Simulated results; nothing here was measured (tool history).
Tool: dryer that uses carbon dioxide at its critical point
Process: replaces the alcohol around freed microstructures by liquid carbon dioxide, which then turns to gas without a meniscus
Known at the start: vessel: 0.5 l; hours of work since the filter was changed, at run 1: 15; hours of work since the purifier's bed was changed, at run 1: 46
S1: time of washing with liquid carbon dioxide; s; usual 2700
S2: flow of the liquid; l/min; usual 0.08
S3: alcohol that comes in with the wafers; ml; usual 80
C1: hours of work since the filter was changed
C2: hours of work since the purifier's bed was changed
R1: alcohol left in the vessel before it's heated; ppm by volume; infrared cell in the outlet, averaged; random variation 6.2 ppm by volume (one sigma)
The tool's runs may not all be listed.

run 1 day=0 | S1=2700 S2=0.08 S3=80 | C1=15 C2=46 | R1=264
run 2 day=0.508 | S1=2700 S2=0.08 S3=80 | C1=21 C2=52 | R1=269
run 3 day=1.05 | S1=2700 S2=0.08 S3=80 | C1=27 C2=59 | R1=269
run 4 day=1.504 | S1=2700 S2=0.08 S3=80 | C1=33 C2=64 | R1=286
run 5 day=2 | S1=2700 S2=0.08 S3=80 | C1=39 C2=70 | R1=275
run 6 day=2.375 | S1=2700 S2=0.08 S3=80 | C1=44 C2=75 | R1=287
run 7 day=2.988 | S1=3900 S2=0.08 S3=80 | C1=51 C2=82 | R1=40
run 8 day=3.471 | S1=3900 S2=0.08 S3=80 | C1=57 C2=88 | R1=35
run 9 day=3.85 | S1=2700 S2=0.08 S3=80 | C1=62 C2=93 | R1=292
run 10 day=4.25 | S1=2700 S2=0.08 S3=80 | C1=66 C2=98 | R1=308
run 11 day=4.829 | S1=2700 S2=0.08 S3=80 | C1=73 C2=105 | R1=317
run 12 day=5.258 | S1=3060 S2=0.08 S3=80 | C1=79 C2=110 | R1=152
run 13 day=5.758 | S1=3060 S2=0.08 S3=80 | C1=85 C2=116 | R1=150
run 14 day=6.062 | S1=2700 S2=0.08 S3=80 | C1=88 C2=120 | R1=333
run 15 day=6.479 | S1=2700 S2=0.08 S3=80 | C1=94 C2=125 | R1=335
run 16 day=6.804 | S1=2700 S2=0.08 S3=80 | C1=97 C2=129 | R1=344
run 17 day=7.146 | S1=4320 S2=0.0625 S3=80 | C1=102 C2=133 | R1=85
run 18 day=7.738 | S1=1860 S2=0.1178 S3=80 | C1=109 C2=140 | R1=337
run 19 day=8.133 | S1=1860 S2=0.1178 S3=80 | C1=114 C2=145 | R1=342
run 20 day=8.429 | S1=3360 S2=0.077 S3=80 | C1=117 C2=149 | R1=118
run 21 day=8.704 | S1=2520 S2=0.08 S3=25 | C1=121 C2=152 | R1=184
run 22 day=9.162 | S1=2700 S2=0.1352 S3=40 | C1=126 C2=157 | R1=22
run 23 day=9.479 | S1=2700 S2=0.1352 S3=101 | C1=130 C2=161 | R1=29

The next listed run, before its measurement:
run 24 day=9.754 | S1=2700 S2=0.1352 S3=101 | C1=133 C2=165 | R1=?

{"run 24": {"R1": 34}}
Without the tool's hidden state the same run would have given R1 15 ppm by volume.
